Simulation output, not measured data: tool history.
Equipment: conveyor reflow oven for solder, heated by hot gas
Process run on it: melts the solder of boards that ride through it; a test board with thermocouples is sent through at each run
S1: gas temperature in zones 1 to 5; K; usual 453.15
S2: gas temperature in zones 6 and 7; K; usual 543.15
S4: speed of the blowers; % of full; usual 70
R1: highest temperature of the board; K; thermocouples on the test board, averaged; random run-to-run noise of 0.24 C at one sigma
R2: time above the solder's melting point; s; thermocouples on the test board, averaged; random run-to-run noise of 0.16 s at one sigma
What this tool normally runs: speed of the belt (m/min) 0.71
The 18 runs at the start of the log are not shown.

Run 19, hour 799.1: usual settings but S1 456.15 K, speed of the belt (m/min) 0.589. Result: R1 534.55 K, R2 71.8 s.
Run 20, hour 840.5: usual settings but S2 534.15 K. Result: R1 521.75 K, R2 50.7 s.
At hour 873.8: thermocouples of zones 6 and 7 changed.
Run 21, hour 878.9: usual settings but S1 458.15 K, S2 537.15 K, speed of the belt (m/min) 0.778, S4 54 % of full. Result: R1 518.85 K, R2 44.2 s.
At hour 910.9: flux residue cleaned out of gas plates and filters.
Run 22, hour 910.9: usual settings but S1 446.15 K, S2 552.15 K, speed of the belt (m/min) 0.725. Result: R1 535.75 K, R2 54.8 s.
Run 23, hour 942.3: usual settings but S1 461.15 K, speed of the belt (m/min) 0.807, S4 54 % of full. Result: R1 522.85 K, R2 46.1 s.
Run 24, hour 1003.5: usual settings but S1 461.15 K, speed of the belt (m/min) 0.807, S4 59 % of full. Result: R1 524.55 K, R2 47.1 s.
Run 25, hour 1032.4: usual settings but S1 456.15 K, speed of the belt (m/min) 0.596, S4 66 % of full. Result: R1 533.55 K, R2 70.5 s.
Run 26, hour 1087.2: usual settings but S1 456.15 K, speed of the belt (m/min) 0.596, S4 66 % of full. Result: R1 533.45 K, R2 70.2 s.
Run 27, hour 1138.2: usual settings but S1 460.15 K, S2 544.15 K, speed of the belt (m/min) 0.721, S4 68 % of full. Result: R1 531.25 K, R2 57.4 s.
Run 28, hour 1181.8: usual settings but S2 544.15 K, speed of the belt (m/min) 0.721, S4 86 % of full. Result: R1 533.65 K, R2 56.7 s.
At hour 1214.1: flux residue cleaned out of gas plates and filters.
Run 29, hour 1219.7: usual settings but S1 448.15 K, S2 535.15 K, speed of the belt (m/min) 0.793, S4 61 % of full. Result: R1 516.55 K, R2 38.8 s.
Run 30, hour 1273.4: usual settings but S1 448.15 K, S2 535.15 K, speed of the belt (m/min) 0.793, S4 61 % of full. Result: R1 516.45 K, R2 38.8 s.

Alternative continuations, all from the tool just after run 30; predict every row:
Run A, hour 1317.7: usual settings but S1 448.15 K, S2 536.15 K, speed of the belt (m/min) 0.793, S4 61 % of full. Result: R1 ?, R2 ?.
Run B, hour 1317.7: usual settings but S1 448.15 K, S2 541.15 K, speed of the belt (m/min) 0.646, S4 61 % of full. Result: R1 ?, R2 ?.
Run C, hour 1317.7: usual settings but S1 457.15 K, speed of the belt (m/min) 0.592, S4 59 % of full. Result: R1 ?, R2 ?.

run      R1    R2
  A  517.75  39.4
  B  527.95  58.1
  C  532.65  70.3
Had the tool no hidden state, the same runs would have come out as:
run      R1    R2
  A  517.85  39.4
  B  527.95  58.1
  C  532.75  70.3

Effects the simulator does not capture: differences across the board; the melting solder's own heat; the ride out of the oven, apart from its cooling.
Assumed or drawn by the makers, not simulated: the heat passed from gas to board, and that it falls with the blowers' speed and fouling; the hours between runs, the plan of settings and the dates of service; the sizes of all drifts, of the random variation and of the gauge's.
